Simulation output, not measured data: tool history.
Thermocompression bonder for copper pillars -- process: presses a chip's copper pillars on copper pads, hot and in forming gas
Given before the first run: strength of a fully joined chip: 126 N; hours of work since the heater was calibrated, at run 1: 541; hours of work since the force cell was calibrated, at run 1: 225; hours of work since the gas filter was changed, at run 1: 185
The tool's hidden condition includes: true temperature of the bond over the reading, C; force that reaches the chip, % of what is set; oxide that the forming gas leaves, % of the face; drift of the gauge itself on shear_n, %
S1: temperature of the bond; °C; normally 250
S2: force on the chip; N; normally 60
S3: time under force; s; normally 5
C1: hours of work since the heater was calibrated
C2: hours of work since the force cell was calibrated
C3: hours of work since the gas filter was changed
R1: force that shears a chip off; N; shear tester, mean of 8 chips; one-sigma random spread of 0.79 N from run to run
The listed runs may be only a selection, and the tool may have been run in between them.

run 1 day=0 | S1=250 S2=60 S3=5 | C1=541 C2=225 C3=185 | R1=55
run 2 day=0.517 | S1=250 S2=60 S3=5 | C1=546 C2=230 C3=190 | R1=56.3
run 3 day=1.046 | S1=250 S2=60 S3=4 | C1=551 C2=235 C3=195 | R1=51.2
run 4 day=1.654 | S1=248 S2=60 S3=4 | C1=557 C2=241 C3=201 | R1=49.9
run 5 day=2.025 | S1=248 S2=60 S3=4 | C1=561 C2=245 C3=204 | R1=48
run 6 day=2.6 | S1=248 S2=60 S3=4 | C1=566 C2=250 C3=210 | R1=48.6
run 7 day=3.025 | S1=248 S2=60 S3=4 | C1=571 C2=254 C3=214 | R1=49
run 8 day=3.333 | S1=248 S2=60 S3=4 | C1=574 C2=257 C3=217 | R1=48.4
run 9 day=3.879 | S1=250 S2=60 S3=5 | C1=579 C2=263 C3=222 | R1=54.9
run 10 day=4.212 | S1=250 S2=60 S3=5 | C1=582 C2=266 C3=226 | R1=53
run 11 day=4.6 | S1=250 S2=42 S3=5 | C1=586 C2=270 C3=229 | R1=38.4
run 12 day=5.146 | S1=250 S2=42 S3=5 | C1=591 C2=275 C3=235 | R1=39.7
run 13 day=5.562 | S1=250 S2=42 S3=5 | C1=595 C2=279 C3=239 | R1=38.3
run 14 day=5.912 | S1=250 S2=42 S3=5 | C1=599 C2=282 C3=242 | R1=38.9
run 15 day=6.383 | S1=250 S2=42 S3=5 | C1=603 C2=287 C3=247 | R1=38.9
run 16 day=6.75 | S1=250 S2=42 S3=5 | C1=607 C2=291 C3=250 | R1=39.8
run 17 day=7.225 | S1=250 S2=60 S3=13 | C1=611 C2=295 C3=255 | R1=71.5
run 18 day=7.833 | S1=250 S2=60 S3=5 | C1=617 C2=301 C3=261 | R1=52.7
run 19 day=8.408 | S1=232 S2=51 S3=13 | C1=623 C2=307 C3=266 | R1=49.5
run 20 day=8.967 | S1=250 S2=60 S3=8 | C1=628 C2=312 C3=272 | R1=61.8
run 21 day=9.508 | S1=250 S2=60 S3=8 | C1=633 C2=317 C3=277 | R1=62.1
run 22 day=9.829 | S1=236 S2=50 S3=11 | C1=637 C2=321 C3=280 | R1=48.3
run 23 day=10.3 | S1=251 S2=49 S3=6 | C1=641 C2=325 C3=285 | R1=48.6
run 24 day=10.717 | S1=251 S2=49 S3=6 | C1=645 C2=329 C3=289 | R1=49.4
run 25 day=10.996 | S1=251 S2=49 S3=6 | C1=648 C2=332 C3=291 | R1=48.9
run 26 day=11.417 | S1=226 S2=38 S3=3 | C1=652 C2=336 C3=295 | R1=18.2
run 27 day=11.821 | S1=267 S2=73 S3=5 | C1=656 C2=340 C3=299 | R1=73.6
run 28 day=12.125 | S1=267 S2=73 S3=5 | C1=659 C2=343 C3=302 | R1=73.9
run 29 day=12.517 | S1=253 S2=60 S3=8 | C1=663 C2=347 C3=306 | R1=63.4
run 30 day=13.079 | S1=250 S2=78 S3=5 | C1=668 C2=352 C3=312 | R1=63.9
run 31 day=13.667 | S1=250 S2=78 S3=5 | C1=674 C2=358 C3=317 | R1=64.4

What will run 32 give?
run 32 day=13.979 | S1=256 S2=42 S3=5 | C1=677 C2=361 C3=320 | R1=?

For run 32 the tool returned R1 41.7 N.
Had the tool carried no hidden state, the very same run would have given R1 49.9 N.

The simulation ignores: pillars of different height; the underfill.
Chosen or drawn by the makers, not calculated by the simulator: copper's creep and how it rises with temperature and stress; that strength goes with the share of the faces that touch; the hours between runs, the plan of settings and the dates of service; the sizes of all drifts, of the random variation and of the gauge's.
